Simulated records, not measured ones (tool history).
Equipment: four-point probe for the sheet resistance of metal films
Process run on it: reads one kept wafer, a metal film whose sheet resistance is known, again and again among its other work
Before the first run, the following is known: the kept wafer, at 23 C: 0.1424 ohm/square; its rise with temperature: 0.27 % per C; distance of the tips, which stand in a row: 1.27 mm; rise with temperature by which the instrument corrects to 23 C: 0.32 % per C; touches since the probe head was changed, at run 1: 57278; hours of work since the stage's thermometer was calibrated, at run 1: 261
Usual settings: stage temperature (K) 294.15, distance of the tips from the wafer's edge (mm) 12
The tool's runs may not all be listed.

| run | hour | stage temperature (K) | distance of the tips from the wafer's edge (mm) | touches since the probe head was changed | hours of work since the stage's thermometer was calibrated | sheet resistance as the instrument gives it (ohm/square) |
|---|---|---|---|---|---|---|
| 1 | 0 | 294.15 | 12 | 57278 | 261 | 0.144273 |
| 2 | 18.6 | 294.15 | 12 | 57889 | 270 | 0.144225 |
| 3 | 28.2 | 294.15 | 7 | 58206 | 275 | 0.145911 |
| 4 | 43.8 | 294.15 | 7 | 58718 | 283 | 0.145878 |
| 5 | 61.9 | 294.15 | 12 | 59315 | 292 | 0.144251 |
| 6 | 81.2 | 294.15 | 12 | 59949 | 301 | 0.144281 |
| 7 | 97.3 | 294.15 | 12 | 60480 | 309 | 0.144279 |
| 8 | 115.4 | 297.15 | 12 | 61075 | 318 | 0.144056 |
| 9 | 132.1 | 297.15 | 31 | 61625 | 326 | 0.143247 |
| 10 | 148.7 | 297.15 | 31 | 62170 | 334 | 0.143287 |
| 11 | 165.9 | 297.15 | 31 | 62739 | 343 | 0.143307 |
| 12 | 178.8 | 297.15 | 4 | 63163 | 349 | 0.150522 |
| 13 | 187.6 | 297.15 | 4 | 63454 | 354 | 0.150561 |
| 14 | 201.9 | 294.15 | 12 | 63924 | 361 | 0.144306 |
| 15 | 217.2 | 294.15 | 12 | 64427 | 368 | 0.144314 |
| 16 | 228.5 | 294.15 | 12 | 64798 | 374 | 0.144302 |
| 17 | 245.5 | 294.15 | 22 | 65359 | 382 | 0.14367 |
| 18 | 257.8 | 294.15 | 22 | 65763 | 388 | 0.143655 |
| 19 | 266.9 | 294.15 | 22 | 66063 | 393 | 0.143723 |
| 20 | 282.2 | 294.15 | 22 | 66565 | 400 | 0.143689 |
| 21 | 298 | 300.15 | 51 | 67086 | 408 | 0.143069 |
| 22 | 316.5 | 294.15 | 12 | 67695 | 417 | 0.144316 |
| 23 | 335.3 | 294.15 | 12 | 68313 | 426 | 0.144349 |
| 24 | 351 | 293.15 | 9 | 68829 | 434 | 0.145112 |
| 25 | 364.3 | 293.15 | 9 | 69266 | 441 | 0.145125 |
|  | 365.8 | stage's thermometer calibrated |
| 26 | 384.6 | 299.15 | 4 | 69919 | 9 | 0.150475 |
| 27 | 398.9 | 303.15 | 5 | 70391 | 16 | 0.147634 |
| 28 | 415 | 293.15 | 37 | 70921 | 24 | 0.143696 |
| 29 | 426.5 | 298.15 | 59 | 71297 | 30 | 0.143259 |
| 30 | 442.6 | 295.15 | 30 | 71829 | 38 | 0.143534 |
| 31 | 456.8 | 302.15 | 4 | 72296 | 45 | 0.150256 |
|  | 461.9 | stage's thermometer calibrated, once more |
| 32 | 476.8 | 301.15 | 52 | 72938 | 7 | 0.143102 |
| 33 | 496.8 | 295.15 | 4 | 73597 | 17 | 0.15082 |
| 34 | 511.9 | 295.15 | 68 | 74092 | 25 | 0.143553 |
| 35 | 529.5 | 300.15 | 11 | 74673 | 33 | 0.144201 |
| 36 | 544.7 | 292.15 | 14 | 75170 | 41 | 0.1444 |
| 37 | 563.3 | 292.15 | 14 | 75784 | 50 | 0.144467 |
|  | 575.6 | new probe head fitted |
| 38 | 582.1 | 291.15 | 9 | 211 | 59 | 0.144659 |

Measured result minus the same run's result without the hidden state. Both carry the same run-to-run variation, though not necessarily the same gauge scatter:
The hidden state here: inner tips' distance over the nominal, %; tips' flats over new ones', %; wafer's true temperature over the reading, C; drift of the gauge itself on sheet_ohm, %.
| run | sheet resistance as the instrument gives it (ohm/square) |
|---|---|
| 1 | +0.000796 |
| 2 | +0.000804 |
| 3 | +0.000818 |
| 4 | +0.000824 |
| 5 | +0.000823 |
| 6 | +0.000831 |
| 7 | +0.000839 |
| 8 | +0.000846 |
| 9 | +0.000849 |
| 10 | +0.000856 |
| 11 | +0.000863 |
| 12 | +0.000909 |
| 13 | +0.000913 |
| 14 | +0.000883 |
| 15 | +0.00089 |
| 16 | +0.000896 |
| 17 | +0.000899 |
| 18 | +0.000904 |
| 19 | +0.000909 |
| 20 | +0.000915 |
| 21 | +0.000919 |
| 22 | +0.000934 |
| 23 | +0.000941 |
| 24 | +0.000953 |
| 25 | +0.000959 |
| 26 | +0.000992 |
| 27 | +0.000981 |
| 28 | +0.000963 |
| 29 | +0.000966 |
| 30 | +0.000973 |
| 31 | +0.001023 |
| 32 | +0.001009 |
| 33 | +0.001068 |
| 34 | +0.001027 |
| 35 | +0.001038 |
| 36 | +0.001046 |
| 37 | +0.001054 |
| 38 | +0.000321 |
